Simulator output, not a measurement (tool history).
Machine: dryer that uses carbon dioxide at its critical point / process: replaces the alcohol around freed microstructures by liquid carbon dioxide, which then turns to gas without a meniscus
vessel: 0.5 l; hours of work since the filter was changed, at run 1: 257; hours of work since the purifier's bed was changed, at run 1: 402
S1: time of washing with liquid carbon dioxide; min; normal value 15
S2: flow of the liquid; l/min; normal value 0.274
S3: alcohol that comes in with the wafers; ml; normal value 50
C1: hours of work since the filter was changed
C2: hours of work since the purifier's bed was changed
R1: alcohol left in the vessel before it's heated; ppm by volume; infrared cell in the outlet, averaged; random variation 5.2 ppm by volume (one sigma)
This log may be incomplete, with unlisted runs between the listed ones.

run,hour,S1,S2,S3,C1,C2,R1
1,0,15,0.274,50,257,402,287
2,24.8,21,0.274,50,268,413,148
3,49.2,15,0.274,50,279,424,309
4,67.5,15,0.274,50,287,432,312
5,78.9,15,0.274,50,292,437,317
6,93.5,15,0.274,50,298,443,316
7,114.4,15,0.274,50,308,453,324
8,126.5,15,0.274,50,313,458,334
# hour 139.4: inlet filter changed
9,153.3,15,0.274,22,6,469,204
10,175.8,15,0.274,50,16,479,252
11,196.1,15,0.274,50,25,488,260
12,221.2,15,0.274,50,36,500,268
13,246.4,20,0.274,50,47,511,184
14,259.1,20,0.274,50,53,516,185
15,280.4,20,0.274,50,63,526,184
16,303.7,20,0.274,50,73,536,194
17,318.6,20,0.274,34,80,543,196
18,336.8,15,0.307,50,88,551,242
19,354.9,15,0.307,50,96,559,243
20,372.3,15,0.274,50,103,567,303
21,385.4,15,0.274,50,109,572,308
22,400.3,15,0.274,50,116,579,317
23,422.4,13,0.41,50,126,589,210
24,447.6,13,0.41,50,137,600,231
25,470.5,14,0.401,117,147,610,223
26,489.8,15,0.264,23,156,619,290
27,512.6,15,0.264,23,166,629,286
28,531.1,15,0.214,53,174,637,787
29,553.8,20,0.322,106,184,647,235
30,567.9,12,0.322,36,190,653,362
31,580.8,12,0.182,22,196,659,1526
32,598.4,10,0.407,35,204,667,320
33,616.5,16,0.302,27,212,675,259
34,640.7,9,0.181,38,223,686,5750
35,660.8,15,0.312,40,231,695,292
36,673.5,15,0.4,50,237,700,255
37,699,18,0.444,50,248,712,249
38,717.3,17,0.221,71,257,720,627
39,732.9,14,0.182,54,263,727,2129
40,758.1,14,0.182,54,275,738,2158
41,775.2,12,0.206,28,282,746,1405
42,796.4,12,0.206,27,292,755,1399
43,813.6,12,0.206,27,299,763,1398
44,827.2,12,0.206,27,305,769,1400

Each row is a separate what-if for the run after 44, all from the same tool condition, not one after another. Results?
A,852.1,12,0.215,118,316,780,?
B,852.1,13,0.308,54,316,780,?
C,852.1,13,0.346,27,316,780,?
D,852.1,10,0.441,50,316,780,?

run,R1
A,4431
B,485
C,312
D,376
With no hidden state in the tool, these same runs would have given:
run,R1
A,2722
B,110
C,23
D,55
